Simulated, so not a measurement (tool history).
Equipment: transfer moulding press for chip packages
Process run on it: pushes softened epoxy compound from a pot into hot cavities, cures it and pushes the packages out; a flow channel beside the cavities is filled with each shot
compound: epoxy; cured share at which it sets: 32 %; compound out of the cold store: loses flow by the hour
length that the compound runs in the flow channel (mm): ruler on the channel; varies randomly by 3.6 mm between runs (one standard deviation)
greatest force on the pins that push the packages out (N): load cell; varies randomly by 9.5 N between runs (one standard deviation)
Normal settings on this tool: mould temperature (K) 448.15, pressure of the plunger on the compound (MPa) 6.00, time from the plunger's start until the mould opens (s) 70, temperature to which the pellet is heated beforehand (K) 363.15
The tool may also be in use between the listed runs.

run	day	mould temperature (K)	pressure of the plunger on the compound (MPa)	time from the plunger's start until the mould opens (s)	temperature to which the pellet is heated beforehand (K)	incoming compound's hours out of the cold store	length that the compound runs in the flow channel (mm)	greatest force on the pins that push the packages out (N)
1	0.000	448.15	6.00	70	363.15	42.5	699	533
2	0.362	448.15	6.00	70	363.15	28.9	726	595
# day 0.671: cavities cleaned with cleaning compound and waxed
3	0.671	448.15	6.00	70	363.15	46.8	674	740
4	1.050	448.15	6.00	70	363.15	36.3	694	756
5	1.233	448.15	4.96	70	363.15	43.9	616	752
6	1.417	448.15	4.96	70	363.15	43.0	629	739
7	1.762	448.15	4.96	70	363.15	17.2	681	776
# day 1.921: cavities cleaned with cleaning compound and waxed, once more
8	2.150	448.15	6.00	95	363.15	42.3	683	339
9	2.388	448.15	6.00	70	368.15	9.3	765	487
10	2.662	448.15	6.00	70	368.15	46.4	675	496
11	2.967	448.15	6.00	70	368.15	45.8	678	524
12	3.250	448.15	6.00	70	368.15	25.0	714	571
# day 3.571: cavities cleaned with cleaning compound and waxed
13	3.696	448.15	6.00	66	363.15	16.9	741	515
# day 3.879: plunger's sealing rings changed
14	4.171	448.15	6.00	66	363.15	9.5	772	600
15	4.425	448.15	6.00	66	363.15	13.5	768	614
16	4.767	445.15	6.00	66	368.15	19.2	763	825
17	4.938	445.15	6.00	66	368.15	23.9	749	839
18	5.108	440.15	4.79	70	373.15	32.2	670	1023
# day 5.338: cavities cleaned with cleaning compound and waxed
19	5.362	451.15	5.44	70	373.15	14.8	715	335
20	5.675	451.15	5.44	55	373.15	14.9	709	715
21	5.888	451.15	5.44	55	373.15	15.0	715	745
22	6.133	448.15	6.01	51	363.15	42.8	693	1246
23	6.317	448.15	5.38	97	371.15	25.5	692	397
24	6.717	444.15	6.00	76	358.15	45.7	708	637
# day 6.988: cavities cleaned with cleaning compound and waxed
25	7.088	448.15	5.04	70	357.15	25.6	677	444
26	7.500	448.15	6.69	86	363.15	28.7	764	369
27	7.725	448.15	6.69	86	363.15	26.4	775	397
28	8.117	449.15	5.49	60	356.15	27.6	693	848

Some steps in length that the compound runs in the flow channel (mm), run to run, broken into two amounts with sign: the step expected even without the hidden condition (settings, incoming material, random variation), and the rest, left for the hidden condition together with whatever gauge scatter is not in both the measured and the hidden-condition-free result:
The tool's hidden condition here consists of: true mould temperature over the reading, C; pressure that reaches the compound, % of what is set; grip of the stained cavities, % over clean ones'; drift of the gauge itself on flow_mm, %; drift of the gauge itself on push_out_n, %.
Run 8 -> 9: time from the plunger's start until the mould opens (s) 95 -> 70, temperature to which the pellet is heated beforehand (K) 363.15 -> 368.15. length that the compound runs in the flow channel (mm) +82: hidden state -3, all else +85.
Run 9 -> 10: nothing adjusted, nothing logged. length that the compound runs in the flow channel (mm) -90: hidden state +2, all else -92.
Run 13 -> 14: plunger's sealing rings changed. length that the compound runs in the flow channel (mm) +31: hidden state +20, all else +11.
Run 25 -> 26: pressure of the plunger on the compound (MPa) 5.04 -> 6.69, time from the plunger's start until the mould opens (s) 70 -> 86, temperature to which the pellet is heated beforehand (K) 357.15 -> 363.15. length that the compound runs in the flow channel (mm) +87: hidden state -3, all else +90.
